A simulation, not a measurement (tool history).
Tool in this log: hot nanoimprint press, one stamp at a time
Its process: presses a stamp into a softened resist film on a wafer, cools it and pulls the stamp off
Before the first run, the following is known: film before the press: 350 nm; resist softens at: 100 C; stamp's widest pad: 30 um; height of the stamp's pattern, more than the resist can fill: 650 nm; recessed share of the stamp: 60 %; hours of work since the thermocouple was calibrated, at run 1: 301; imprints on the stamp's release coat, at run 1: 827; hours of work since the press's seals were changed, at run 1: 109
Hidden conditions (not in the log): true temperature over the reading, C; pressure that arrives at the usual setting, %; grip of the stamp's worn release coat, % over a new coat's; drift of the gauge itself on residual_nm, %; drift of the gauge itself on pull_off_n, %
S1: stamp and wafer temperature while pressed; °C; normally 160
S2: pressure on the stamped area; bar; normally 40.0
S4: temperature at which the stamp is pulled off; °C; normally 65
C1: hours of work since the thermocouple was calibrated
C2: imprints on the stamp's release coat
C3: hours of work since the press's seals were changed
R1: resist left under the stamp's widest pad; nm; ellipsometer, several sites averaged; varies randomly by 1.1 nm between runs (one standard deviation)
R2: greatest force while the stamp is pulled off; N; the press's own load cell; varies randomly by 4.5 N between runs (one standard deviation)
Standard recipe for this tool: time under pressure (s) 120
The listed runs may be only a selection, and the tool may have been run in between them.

{"run": 1, "hour": 0.0, "S1": 160, "S2": 40.0, "time under pressure (s)": 120, "S4": 65, "C1": 301, "C2": 827, "C3": 109, "R1": 172.8, "R2": 259}
{"run": 2, "hour": 8.8, "S1": 160, "S2": 40.0, "time under pressure (s)": 120, "S4": 65, "C1": 307, "C2": 856, "C3": 115, "R1": 175.7, "R2": 267}
{"run": 3, "hour": 16.0, "S1": 160, "S2": 40.0, "time under pressure (s)": 120, "S4": 68, "C1": 312, "C2": 880, "C3": 120, "R1": 172.3, "R2": 264}
{"run": 4, "hour": 21.7, "S1": 160, "S2": 40.0, "time under pressure (s)": 62, "S4": 65, "C1": 316, "C2": 898, "C3": 124, "R1": 216.0, "R2": 264}
{"run": 5, "hour": 30.1, "S1": 160, "S2": 40.0, "time under pressure (s)": 120, "S4": 65, "C1": 322, "C2": 926, "C3": 130, "R1": 173.6, "R2": 276}
{"run": 6, "hour": 36.4, "S1": 160, "S2": 58.6, "time under pressure (s)": 120, "S4": 65, "C1": 326, "C2": 946, "C3": 134, "R1": 145.5, "R2": 272}
{"run": 7, "hour": 47.0, "S1": 160, "S2": 58.6, "time under pressure (s)": 120, "S4": 65, "C1": 334, "C2": 981, "C3": 142, "R1": 146.6, "R2": 276}
{"run": 8, "hour": 52.2, "S1": 160, "S2": 58.6, "time under pressure (s)": 120, "S4": 65, "C1": 337, "C2": 998, "C3": 145, "R1": 146.9, "R2": 277}
{"run": 9, "hour": 59.7, "S1": 160, "S2": 33.1, "time under pressure (s)": 120, "S4": 65, "C1": 343, "C2": 1022, "C3": 151, "R1": 190.2, "R2": 267}
{"run": 10, "hour": 68.0, "S1": 160, "S2": 40.0, "time under pressure (s)": 120, "S4": 65, "C1": 349, "C2": 1049, "C3": 157, "R1": 176.3, "R2": 281}
{"run": 11, "hour": 77.7, "S1": 160, "S2": 40.0, "time under pressure (s)": 120, "S4": 65, "C1": 355, "C2": 1081, "C3": 163, "R1": 175.5, "R2": 277}
{"run": 12, "hour": 85.9, "S1": 160, "S2": 40.0, "time under pressure (s)": 120, "S4": 65, "C1": 361, "C2": 1107, "C3": 169, "R1": 174.1, "R2": 279}
{"run": 13, "hour": 92.1, "S1": 160, "S2": 40.0, "time under pressure (s)": 120, "S4": 65, "C1": 366, "C2": 1128, "C3": 174, "R1": 175.6, "R2": 275}
{"run": 14, "hour": 99.3, "S1": 160, "S2": 40.0, "time under pressure (s)": 120, "S4": 65, "C1": 371, "C2": 1151, "C3": 179, "R1": 173.3, "R2": 282}
{"run": 15, "hour": 104.2, "S1": 160, "S2": 26.4, "time under pressure (s)": 120, "S4": 65, "C1": 374, "C2": 1167, "C3": 182, "R1": 210.2, "R2": 272}
{"hour": 118.8, "done": "stamp cleaned and given a new release coat"}
{"run": 16, "hour": 118.9, "S1": 160, "S2": 61.1, "time under pressure (s)": 120, "S4": 70, "C1": 380, "C2": 0, "C3": 188, "R1": 144.6, "R2": 214}

Estimate the outcome of run 17 from the log above:
{"run": 17, "hour": 127.1, "S1": 160, "S2": 61.1, "time under pressure (s)": 120, "S4": 70, "C1": 386, "C2": 27, "C3": 194, "R1": "?", "R2": "?"}

Logged for run 17: R1 144.1 nm, R2 214 N.
Without the tool's hidden state the same run would have given R1 138.0 nm, R2 211 N.

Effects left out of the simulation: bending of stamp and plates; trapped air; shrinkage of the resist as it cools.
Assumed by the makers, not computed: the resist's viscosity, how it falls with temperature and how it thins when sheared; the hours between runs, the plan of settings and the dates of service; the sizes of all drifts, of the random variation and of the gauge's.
